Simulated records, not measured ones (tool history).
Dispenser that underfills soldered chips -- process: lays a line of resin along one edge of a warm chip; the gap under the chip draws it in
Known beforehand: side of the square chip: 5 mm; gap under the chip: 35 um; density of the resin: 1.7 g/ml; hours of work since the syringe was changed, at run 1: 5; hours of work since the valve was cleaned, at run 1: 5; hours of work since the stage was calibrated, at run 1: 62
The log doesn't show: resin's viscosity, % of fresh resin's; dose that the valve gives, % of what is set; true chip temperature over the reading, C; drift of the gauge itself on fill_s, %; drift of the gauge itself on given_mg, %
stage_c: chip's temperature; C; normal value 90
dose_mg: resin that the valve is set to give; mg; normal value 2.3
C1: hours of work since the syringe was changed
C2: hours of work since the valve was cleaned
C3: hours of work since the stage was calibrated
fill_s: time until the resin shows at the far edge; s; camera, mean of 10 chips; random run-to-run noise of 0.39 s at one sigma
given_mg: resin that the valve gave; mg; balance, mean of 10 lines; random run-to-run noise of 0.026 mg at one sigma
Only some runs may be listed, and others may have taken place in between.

run 1 hour=0 | stage_c=90 dose_mg=2.3 | C1=5 C2=5 C3=62 | fill_s=29.2 given_mg=2.28
-- hour=7.3 new syringe of resin
run 2 hour=8 | stage_c=90 dose_mg=2.3 | C1=0 C2=10 C3=67 | fill_s=25.2 given_mg=2.32
run 3 hour=19.7 | stage_c=90 dose_mg=2.3 | C1=8 C2=18 C3=75 | fill_s=32.1 given_mg=2.26
-- hour=21.3 new syringe of resin
run 4 hour=27.3 | stage_c=90 dose_mg=2.3 | C1=4 C2=23 C3=80 | fill_s=28.5 given_mg=2.24
-- hour=35.6 new syringe of resin
run 5 hour=36.7 | stage_c=90 dose_mg=2.96 | C1=1 C2=29 C3=86 | fill_s=24.5 given_mg=2.92
run 6 hour=48.4 | stage_c=90 dose_mg=2.96 | C1=9 C2=37 C3=94 | fill_s=32 given_mg=2.86
-- hour=50.2 new syringe of resin
run 7 hour=57.6 | stage_c=90 dose_mg=2.98 | C1=5 C2=43 C3=100 | fill_s=27.5 given_mg=2.91
-- hour=64.4 new syringe of resin
run 8 hour=67.3 | stage_c=90 dose_mg=2.98 | C1=2 C2=49 C3=106 | fill_s=25.3 given_mg=2.85
-- hour=78.6 new syringe of resin
run 9 hour=79.1 | stage_c=92 dose_mg=2.98 | C1=0 C2=57 C3=114 | fill_s=22.7 given_mg=2.85
run 10 hour=86.1 | stage_c=92 dose_mg=2.98 | C1=5 C2=62 C3=119 | fill_s=25.8 given_mg=2.84
-- hour=92.9 new syringe of resin
run 11 hour=94.8 | stage_c=92 dose_mg=2.98 | C1=1 C2=68 C3=125 | fill_s=23.8 given_mg=2.79
run 12 hour=99.8 | stage_c=92 dose_mg=2.98 | C1=5 C2=71 C3=128 | fill_s=26.7 given_mg=2.81
-- hour=107.2 new syringe of resin
run 13 hour=107.9 | stage_c=97 dose_mg=2.98 | C1=0 C2=76 C3=133 | fill_s=20.7 given_mg=2.8
run 14 hour=114.5 | stage_c=97 dose_mg=2.98 | C1=5 C2=81 C3=138 | fill_s=22.7 given_mg=2.76
-- hour=121.2 new syringe of resin
run 15 hour=121.2 | stage_c=91 dose_mg=2.3 | C1=0 C2=85 C3=142 | fill_s=24.3 given_mg=2.12
run 16 hour=128 | stage_c=93 dose_mg=2.3 | C1=5 C2=90 C3=147 | fill_s=26.8 given_mg=2.16
-- hour=135.5 new syringe of resin
run 17 hour=138.8 | stage_c=93 dose_mg=2.3 | C1=2 C2=97 C3=154 | fill_s=23.9 given_mg=2.11
run 18 hour=149.1 | stage_c=93 dose_mg=2.3 | C1=9 C2=104 C3=161 | fill_s=30 given_mg=2.14
-- hour=150.1 new syringe of resin
run 19 hour=160.3 | stage_c=93 dose_mg=2.14 | C1=7 C2=111 C3=168 | fill_s=29 given_mg=1.94
-- hour=164.3 new syringe of resin
run 20 hour=170.5 | stage_c=94 dose_mg=2.38 | C1=4 C2=118 C3=175 | fill_s=24.6 given_mg=2.16
-- hour=178.8 new syringe of resin
run 21 hour=182.4 | stage_c=102 dose_mg=2.71 | C1=2 C2=126 C3=183 | fill_s=18.5 given_mg=2.45
-- hour=193.2 new syringe of resin
run 22 hour=194.1 | stage_c=83 dose_mg=2.52 | C1=1 C2=134 C3=191 | fill_s=30.7 given_mg=2.24
-- hour=197.8 dispensing valve cleaned and set on the balance
run 23 hour=206.3 | stage_c=96 dose_mg=2.67 | C1=8 C2=6 C3=198 | fill_s=24.9 given_mg=2.68
-- hour=208.5 new syringe of resin
run 24 hour=213 | stage_c=96 dose_mg=2.67 | C1=3 C2=10 C3=203 | fill_s=21.8 given_mg=2.63
-- hour=222.9 new syringe of resin
run 25 hour=223.2 | stage_c=96 dose_mg=2.67 | C1=0 C2=17 C3=209 | fill_s=19.2 given_mg=2.58
run 26 hour=228.5 | stage_c=96 dose_mg=2.67 | C1=4 C2=20 C3=213 | fill_s=21.8 given_mg=2.65
-- hour=237.8 new syringe of resin
run 27 hour=238.9 | stage_c=96 dose_mg=2.67 | C1=1 C2=27 C3=220 | fill_s=20.8 given_mg=2.59
run 28 hour=250.2 | stage_c=80 dose_mg=2.39 | C1=8 C2=35 C3=228 | fill_s=43.1 given_mg=2.3
-- hour=251.9 new syringe of resin
run 29 hour=258.4 | stage_c=90 dose_mg=2.15 | C1=4 C2=40 C3=233 | fill_s=27.5 given_mg=2.06
-- hour=265.9 new syringe of resin
run 30 hour=269.1 | stage_c=90 dose_mg=2.15 | C1=2 C2=47 C3=240 | fill_s=26.5 given_mg=2.08
run 31 hour=274.4 | stage_c=104 dose_mg=2.48 | C1=6 C2=51 C3=244 | fill_s=18.4 given_mg=2.38
-- hour=280.5 new syringe of resin
run 32 hour=281.7 | stage_c=79 dose_mg=2.03 | C1=1 C2=56 C3=248 | fill_s=36.1 given_mg=1.93
run 33 hour=289.4 | stage_c=84 dose_mg=2.88 | C1=6 C2=61 C3=254 | fill_s=35.2 given_mg=2.68
-- hour=294.9 new syringe of resin
run 34 hour=297.4 | stage_c=86 dose_mg=2.95 | C1=2 C2=66 C3=259 | fill_s=26.9 given_mg=2.83
run 35 hour=304 | stage_c=82 dose_mg=2.84 | C1=6 C2=71 C3=263 | fill_s=36.8 given_mg=2.67
-- hour=309.7 new syringe of resin
run 36 hour=310.3 | stage_c=82 dose_mg=2.84 | C1=0 C2=75 C3=268 | fill_s=30.8 given_mg=2.67
run 37 hour=315.8 | stage_c=93 dose_mg=2.33 | C1=4 C2=79 C3=271 | fill_s=24.5 given_mg=2.19

Consider 3 possible next runs. They are alternatives, not a sequence: every one starts from the tool as it was left by run 37. What does each give?
run A hour=322.6 | stage_c=98 dose_mg=2.47 | C1=9 C2=83 C3=276 | fill_s=? given_mg=?
run B hour=322.6 | stage_c=84 dose_mg=2.69 | C1=9 C2=83 C3=276 | fill_s=? given_mg=?
run C hour=322.6 | stage_c=90 dose_mg=2.24 | C1=9 C2=83 C3=276 | fill_s=? given_mg=?

run=A fill_s=24.4 given_mg=2.32
run=B fill_s=37.6 given_mg=2.56
run=C fill_s=31.8 given_mg=2.1
What these runs would have given with no unlogged condition in the tool:
run=A fill_s=19.5 given_mg=2.47
run=B fill_s=30.2 given_mg=2.73
run=C fill_s=25.3 given_mg=2.24
